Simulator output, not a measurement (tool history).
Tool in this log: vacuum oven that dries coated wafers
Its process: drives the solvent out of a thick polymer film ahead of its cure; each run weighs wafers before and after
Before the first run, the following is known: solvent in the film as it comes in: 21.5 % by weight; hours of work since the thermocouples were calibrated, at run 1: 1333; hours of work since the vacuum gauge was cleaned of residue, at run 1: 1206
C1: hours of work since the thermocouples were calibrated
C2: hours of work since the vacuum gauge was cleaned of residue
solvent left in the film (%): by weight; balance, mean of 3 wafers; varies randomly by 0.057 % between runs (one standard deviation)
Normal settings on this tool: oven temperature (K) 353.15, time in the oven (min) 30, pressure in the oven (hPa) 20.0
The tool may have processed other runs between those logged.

Run 1, day 0.000: usual settings; C1 1333; C2 1206. Result: solvent left in the film (%) 2.71.
Run 2, day 1.896: usual settings but time in the oven (min) 42; C1 1364; C2 1237. Result: solvent left in the film (%) 2.13.
At day 2.804: oven's thermocouples calibrated.
Run 3, day 3.700: usual settings but time in the oven (min) 42; C1 15; C2 1265. Result: solvent left in the film (%) 2.18.
Run 4, day 4.817: usual settings but oven temperature (K) 340.15; C1 33; C2 1283. Result: solvent left in the film (%) 6.92.
Run 5, day 6.879: usual settings but time in the oven (min) 23; C1 67; C2 1317. Result: solvent left in the film (%) 3.52.
Run 6, day 7.771: usual settings but time in the oven (min) 23; C1 81; C2 1332. Result: solvent left in the film (%) 3.77.
Run 7, day 9.442: usual settings but time in the oven (min) 23; C1 108; C2 1359. Result: solvent left in the film (%) 3.58.
Run 8, day 11.521: usual settings but pressure in the oven (hPa) 11.9; C1 142; C2 1393. Result: solvent left in the film (%) 2.01.
Run 9, day 13.538: usual settings but pressure in the oven (hPa) 17.8; C1 175; C2 1426. Result: solvent left in the film (%) 2.49.
Run 10, day 14.946: usual settings but pressure in the oven (hPa) 17.8; C1 198; C2 1449. Result: solvent left in the film (%) 2.57.
Run 11, day 16.275: usual settings but oven temperature (K) 345.15, pressure in the oven (hPa) 45.0; C1 220; C2 1471. Result: solvent left in the film (%) 7.62.
At day 17.079: vacuum gauge cleaned of residue and calibrated.
Run 12, day 17.817: usual settings but oven temperature (K) 360.15, time in the oven (min) 37, pressure in the oven (hPa) 26.3; C1 244; C2 12. Result: solvent left in the film (%) 1.89.
Run 13, day 19.271: usual settings but oven temperature (K) 356.15, time in the oven (min) 23, pressure in the oven (hPa) 72.7; C1 268; C2 36. Result: solvent left in the film (%) 7.07.
Run 14, day 20.133: usual settings but oven temperature (K) 356.15, time in the oven (min) 23, pressure in the oven (hPa) 72.7; C1 282; C2 50. Result: solvent left in the film (%) 6.89.
Run 15, day 22.208: usual settings but oven temperature (K) 342.15, time in the oven (min) 23, pressure in the oven (hPa) 45.6; C1 316; C2 84. Result: solvent left in the film (%) 10.54.
Run 16, day 23.746: usual settings but oven temperature (K) 342.15, time in the oven (min) 23, pressure in the oven (hPa) 78.3; C1 341; C2 109. Result: solvent left in the film (%) 13.88.

What differs in the tool's unlogged condition from the final listed run ahead of each entry between runs to the first listed run following it?
Between runs 2 and 3: oven's thermocouples calibrated (day 2.804)
  true wafer temperature over the reading, C: -0.05 -> 0
Between runs 11 and 12: vacuum gauge cleaned of residue and calibrated (day 17.079)
  true pressure over the reading, kPa: 0.007 -> 0
